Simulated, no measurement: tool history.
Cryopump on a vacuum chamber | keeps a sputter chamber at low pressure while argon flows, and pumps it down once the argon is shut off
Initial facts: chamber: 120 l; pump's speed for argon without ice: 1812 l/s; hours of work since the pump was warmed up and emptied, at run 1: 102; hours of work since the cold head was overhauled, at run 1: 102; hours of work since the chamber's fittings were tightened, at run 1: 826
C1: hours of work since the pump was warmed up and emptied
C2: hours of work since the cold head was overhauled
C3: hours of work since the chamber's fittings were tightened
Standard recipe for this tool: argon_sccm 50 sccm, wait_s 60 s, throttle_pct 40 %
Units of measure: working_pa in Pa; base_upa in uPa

Run 1, hour 0: usual settings; C1 102; C2 102; C3 826. Result: working_pa 0.1184 Pa, base_upa 2.56 uPa.
Run 2, hour 25.1: usual settings; C1 115; C2 115; C3 840. Result: working_pa 0.119 Pa, base_upa 2.55 uPa.
Run 3, hour 53: usual settings; C1 130; C2 130; C3 854. Result: working_pa 0.1176 Pa, base_upa 2.54 uPa.
Run 4, hour 82.2: usual settings; C1 145; C2 145; C3 870. Result: working_pa 0.1183 Pa, base_upa 2.7 uPa.
Run 5, hour 125.4: usual settings but throttle_pct 47 %; C1 168; C2 168; C3 893. Result: working_pa 0.1022 Pa, base_upa 2.58 uPa.
Run 6, hour 154.2: usual settings but throttle_pct 47 %; C1 183; C2 183; C3 908. Result: working_pa 0.1017 Pa, base_upa 2.68 uPa.
Run 7, hour 194.4: usual settings; C1 205; C2 205; C3 929. Result: working_pa 0.1215 Pa, base_upa 2.65 uPa.
Run 8, hour 231.5: usual settings; C1 224; C2 224; C3 949. Result: working_pa 0.1207 Pa, base_upa 2.69 uPa.
Run 9, hour 259.7: usual settings; C1 239; C2 239; C3 964. Result: working_pa 0.121 Pa, base_upa 2.76 uPa.
Run 10, hour 290.4: usual settings; C1 256; C2 256; C3 980. Result: working_pa 0.1204 Pa, base_upa 2.73 uPa.
Run 11, hour 322.4: usual settings but argon_sccm 31 sccm, wait_s 30 s, throttle_pct 35 %; C1 273; C2 273; C3 997. Result: working_pa 0.0851 Pa, base_upa 4.12 uPa.
Run 12, hour 343.1: usual settings but argon_sccm 31 sccm, wait_s 30 s, throttle_pct 35 %; C1 284; C2 284; C3 1008. Result: working_pa 0.0851 Pa, base_upa 4.09 uPa.
Run 13, hour 372.5: usual settings but argon_sccm 98 sccm, wait_s 282 s, throttle_pct 45 %; C1 299; C2 299; C3 1024. Result: working_pa 0.2134 Pa, base_upa 1.86 uPa.
Run 14, hour 401.7: usual settings but argon_sccm 23 sccm, throttle_pct 46 %; C1 315; C2 315; C3 1039. Result: working_pa 0.0488 Pa, base_upa 2.93 uPa.
Run 15, hour 424.9: usual settings but argon_sccm 64 sccm, wait_s 39 s, throttle_pct 44 %; C1 327; C2 327; C3 1052. Result: working_pa 0.1427 Pa, base_upa 3.48 uPa.
Run 16, hour 468.2: usual settings but argon_sccm 54 sccm, wait_s 21 s, throttle_pct 16 %; C1 350; C2 350; C3 1075. Result: working_pa 0.3214 Pa, base_upa 5.43 uPa.
Run 17, hour 486.7: usual settings but wait_s 98 s, throttle_pct 19 %; C1 360; C2 360; C3 1084. Result: working_pa 0.2504 Pa, base_upa 2.51 uPa.

Each row is a separate what-if for the run after 17, all from the same tool condition, not one after another. Results?
Run A, hour 508.2: usual settings but argon_sccm 27 sccm, wait_s 98 s, throttle_pct 34 %; C1 371; C2 371; C3 1096. Result: working_pa ?, base_upa ?.
Run B, hour 508.2: usual settings but argon_sccm 24 sccm, wait_s 46 s, throttle_pct 19 %; C1 371; C2 371; C3 1096. Result: working_pa ?, base_upa ?.
Run C, hour 508.2: usual settings but wait_s 53 s, throttle_pct 19 %; C1 371; C2 371; C3 1096. Result: working_pa ?, base_upa ?.
Run D, hour 508.2: usual settings but argon_sccm 31 sccm, wait_s 50 s, throttle_pct 33 %; C1 371; C2 371; C3 1096. Result: working_pa ?, base_upa ?.

run  working_pa  base_upa
  A       0.077      2.51
  B      0.1198      3.35
  C      0.2505      3.13
  D      0.0905      3.14
Without the tool's hidden state the same runs would have given:
run  working_pa  base_upa
  A      0.0737      0.94
  B      0.1169      1.77
  C      0.2444      1.57
  D      0.0867       1.6
